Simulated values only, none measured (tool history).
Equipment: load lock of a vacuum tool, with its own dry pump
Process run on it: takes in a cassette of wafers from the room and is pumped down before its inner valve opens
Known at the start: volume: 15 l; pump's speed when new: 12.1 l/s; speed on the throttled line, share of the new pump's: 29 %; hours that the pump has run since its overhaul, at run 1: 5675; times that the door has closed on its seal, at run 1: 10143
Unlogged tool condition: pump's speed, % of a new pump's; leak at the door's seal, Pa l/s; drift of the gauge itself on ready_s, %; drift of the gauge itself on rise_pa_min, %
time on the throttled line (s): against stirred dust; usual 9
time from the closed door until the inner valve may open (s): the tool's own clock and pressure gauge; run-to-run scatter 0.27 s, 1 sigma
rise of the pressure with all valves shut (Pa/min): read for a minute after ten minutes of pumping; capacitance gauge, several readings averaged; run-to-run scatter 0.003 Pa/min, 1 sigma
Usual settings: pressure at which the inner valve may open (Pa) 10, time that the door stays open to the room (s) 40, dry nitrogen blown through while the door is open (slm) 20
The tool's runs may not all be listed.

run,hour,time on the throttled line (s),pressure at which the inner valve may open (Pa),time that the door stays open to the room (s),dry nitrogen blown through while the door is open (slm),hours that the pump has run since its overhaul,times that the door has closed on its seal,"incoming humidity of the room's air, %",time from the closed door until the inner valve may open (s),rise of the pressure with all valves shut (Pa/min)
1,0,9,10,40,20,5675,10143,41.6,18.6,0.055
2,191.5,9,10,40,20,5867,10342,45.7,18.8,0.053
3,396.8,9,10,40,20,6072,10554,45.2,18.5,0.064
4,580.1,9,10,40,20,6256,10744,46,18.7,0.064
5,776,9,10,40,20,6451,10947,47.1,18.5,0.064
6,970.8,9,10,40,20,6646,11149,42.6,18.3,0.067
7,1132.7,9,10,81,20,6808,11316,40.3,18.6,0.067
8,1409.6,9,10,81,20,7085,11603,44.8,18.9,0.072
9,1623.6,9,10,40,20,7299,11825,48.5,18.7,0.068
10,1877,9,10,40,20,7552,12087,41.3,19,0.068
11,2059.3,9,10,40,20,7735,12276,42.2,18.5,0.069
12,2278.7,9,10,40,20,7954,12503,46.1,19.1,0.071
13,2540.3,9,10,40,20,8216,12774,46.5,18.7,0.071
14,2846.8,10,14,40,20,8522,13091,45.7,19.1,0.074
15,3151.9,6,10,100,35,8827,13407,45.5,16.7,0.077
16,3369.5,12,10,36,5,9045,13632,44.5,20.7,0.092
17,3540,9,16,58,20,9215,13809,44.2,18.3,0.076
18,3709.1,9,16,58,5,9385,13984,44,18.6,0.091
19,3893.4,7,19,37,5,9569,14175,42.9,16.7,0.089
20,4091.3,18,11,40,20,9767,14379,49.2,24.6,0.078
21,4261.7,9,9,40,7,9937,14556,48.3,19.1,0.095
22,4522,9,9,40,7,10197,14825,46.1,19.9,0.094
23,4722.3,4,9,40,7,10398,15033,40.9,15.9,0.09
24,4953.9,4,9,40,7,10629,15273,48.4,16,0.095
25,5104.6,17,8,40,17,10780,15429,47.1,23.9,0.086

Table of differences, measured result less the result of that run with no hidden state. Run-to-run variation is the same in both. Gauge scatter possibly is not:
run,time from the closed door until the inner valve may open (s),rise of the pressure with all valves shut (Pa/min)
1,+0.6,+0.033
2,+0.7,+0.034
3,+0.7,+0.035
4,+0.7,+0.036
5,+0.7,+0.037
6,+0.7,+0.038
7,+0.7,+0.038
8,+0.9,+0.04
9,+0.9,+0.04
10,+0.9,+0.043
11,+0.9,+0.042
12,+0.9,+0.044
13,+1,+0.044
14,+1,+0.046
15,+1.1,+0.048
16,+0.9,+0.05
17,+0.9,+0.05
18,+1,+0.05
19,+1.1,+0.051
20,+0.8,+0.053
21,+1.2,+0.053
22,+1.2,+0.055
23,+1.5,+0.057
24,+1.5,+0.056
25,+1,+0.058
